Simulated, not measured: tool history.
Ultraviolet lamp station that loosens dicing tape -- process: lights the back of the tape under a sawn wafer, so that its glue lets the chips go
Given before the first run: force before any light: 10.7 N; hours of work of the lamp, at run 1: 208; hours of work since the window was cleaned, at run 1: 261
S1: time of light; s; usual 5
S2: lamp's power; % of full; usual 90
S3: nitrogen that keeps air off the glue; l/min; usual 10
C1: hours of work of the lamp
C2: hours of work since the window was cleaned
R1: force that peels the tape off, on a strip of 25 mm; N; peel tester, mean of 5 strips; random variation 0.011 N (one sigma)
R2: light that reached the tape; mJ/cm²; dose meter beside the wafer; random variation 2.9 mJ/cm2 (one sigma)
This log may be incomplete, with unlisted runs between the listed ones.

run 1 hour=0 | S1=5 S2=90 S3=10 | C1=208 C2=261 | R1=0.657 R2=360
run 2 hour=29.1 | S1=5 S2=90 S3=10 | C1=220 C2=273 | R1=0.644 R2=356
run 3 hour=45 | S1=5 S2=90 S3=10 | C1=226 C2=280 | R1=0.657 R2=356
run 4 hour=68.6 | S1=5 S2=90 S3=10 | C1=236 C2=289 | R1=0.689 R2=352
run 5 hour=83.1 | S1=5 S2=90 S3=10 | C1=242 C2=295 | R1=0.681 R2=349
run 6 hour=111.5 | S1=5 S2=90 S3=10 | C1=253 C2=306 | R1=0.693 R2=349
run 7 hour=133 | S1=5 S2=90 S3=10 | C1=262 C2=315 | R1=0.698 R2=348
run 8 hour=159 | S1=5 S2=90 S3=4 | C1=272 C2=326 | R1=1.525 R2=341
run 9 hour=173.8 | S1=5 S2=90 S3=4 | C1=278 C2=332 | R1=1.536 R2=339
run 10 hour=194.6 | S1=5 S2=90 S3=4 | C1=287 C2=340 | R1=1.527 R2=337
run 11 hour=226.4 | S1=5 S2=90 S3=4 | C1=299 C2=353 | R1=1.588 R2=339
run 12 hour=246.3 | S1=5 S2=97 S3=10 | C1=307 C2=361 | R1=0.667 R2=363
run 13 hour=279.1 | S1=5 S2=97 S3=10 | C1=321 C2=374 | R1=0.664 R2=355
run 14 hour=293 | S1=5 S2=81 S3=10 | C1=326 C2=380 | R1=0.917 R2=298
run 15 hour=311.6 | S1=2 S2=90 S3=10 | C1=334 C2=387 | R1=3.555 R2=133
run 16 hour=341.1 | S1=5 S2=65 S3=10 | C1=346 C2=399 | R1=1.525 R2=234
run 17 hour=366.6 | S1=5 S2=65 S3=10 | C1=356 C2=410 | R1=1.525 R2=231
-- hour=370.1 window cleaned of glue's vapour
run 18 hour=396.4 | S1=9 S2=65 S3=10 | C1=368 C2=11 | R1=0.565 R2=383
run 19 hour=420.5 | S1=9 S2=65 S3=10 | C1=378 C2=20 | R1=0.596 R2=380
run 20 hour=448.6 | S1=5 S2=90 S3=10 | C1=389 C2=32 | R1=0.989 R2=288
-- hour=478.9 window cleaned of glue's vapour, once more
run 21 hour=478.9 | S1=5 S2=90 S3=3 | C1=401 C2=0 | R1=1.66 R2=366
run 22 hour=506.7 | S1=5 S2=81 S3=7 | C1=412 C2=11 | R1=1.08 R2=322
run 23 hour=524.9 | S1=5 S2=92 S3=10 | C1=420 C2=19 | R1=0.599 R2=373
run 24 hour=555.7 | S1=9 S2=70 S3=10 | C1=432 C2=31 | R1=0.359 R2=501
run 25 hour=586.7 | S1=9 S2=70 S3=10 | C1=445 C2=44 | R1=0.35 R2=498
run 26 hour=601.9 | S1=7 S2=67 S3=3 | C1=451 C2=50 | R1=1.64 R2=370
run 27 hour=617.9 | S1=7 S2=67 S3=3 | C1=457 C2=56 | R1=1.686 R2=366
run 28 hour=637.9 | S1=2 S2=90 S3=5 | C1=465 C2=64 | R1=4.271 R2=139
run 29 hour=660.4 | S1=6 S2=74 S3=20 | C1=474 C2=73 | R1=0.435 R2=347
run 30 hour=675.9 | S1=4 S2=98 S3=4 | C1=481 C2=80 | R1=1.857 R2=304
run 31 hour=702.8 | S1=4 S2=87 S3=4 | C1=492 C2=91 | R1=2.355 R2=268
run 32 hour=717.6 | S1=3 S2=63 S3=15 | C1=498 C2=97 | R1=2.548 R2=146
run 33 hour=750.7 | S1=3 S2=63 S3=15 | C1=511 C2=110 | R1=2.612 R2=144
run 34 hour=769.4 | S1=3 S2=63 S3=15 | C1=519 C2=117 | R1=2.664 R2=141
run 35 hour=799.7 | S1=3 S2=63 S3=15 | C1=531 C2=130 | R1=2.618 R2=146
run 36 hour=829.8 | S1=4 S2=75 S3=5 | C1=543 C2=142 | R1=2.567 R2=221
run 37 hour=851 | S1=5 S2=90 S3=12 | C1=552 C2=150 | R1=0.665 R2=332
run 38 hour=880.4 | S1=5 S2=75 S3=10 | C1=563 C2=162 | R1=1.088 R2=274
run 39 hour=895.5 | S1=5 S2=61 S3=10 | C1=570 C2=168 | R1=1.633 R2=216
run 40 hour=927.7 | S1=4 S2=93 S3=6 | C1=583 C2=181 | R1=1.721 R2=264
run 41 hour=947 | S1=5 S2=90 S3=11 | C1=590 C2=189 | R1=0.769 R2=320
run 42 hour=971 | S1=5 S2=90 S3=11 | C1=600 C2=199 | R1=0.781 R2=316

Predict each of these 4 candidate next runs independently; none follows another, all start after run 42:
run A hour=986 | S1=3 S2=67 S3=15 | C1=606 C2=205 | R1=? R2=?
run B hour=986 | S1=7 S2=62 S3=5 | C1=606 C2=205 | R1=? R2=?
run C hour=986 | S1=5 S2=81 S3=11 | C1=606 C2=205 | R1=? R2=?
run D hour=986 | S1=5 S2=65 S3=11 | C1=606 C2=205 | R1=? R2=?

run=A R1=2.535 R2=142
run=B R1=1.5 R2=307
run=C R1=0.961 R2=291
run=D R1=1.453 R2=226
With the hidden condition removed and each run's random variation left untouched, the same runs would have given:
run=A R1=1.654 R2=188
run=B R1=0.877 R2=406
run=C R1=0.546 R2=385
run=D R1=0.844 R2=300
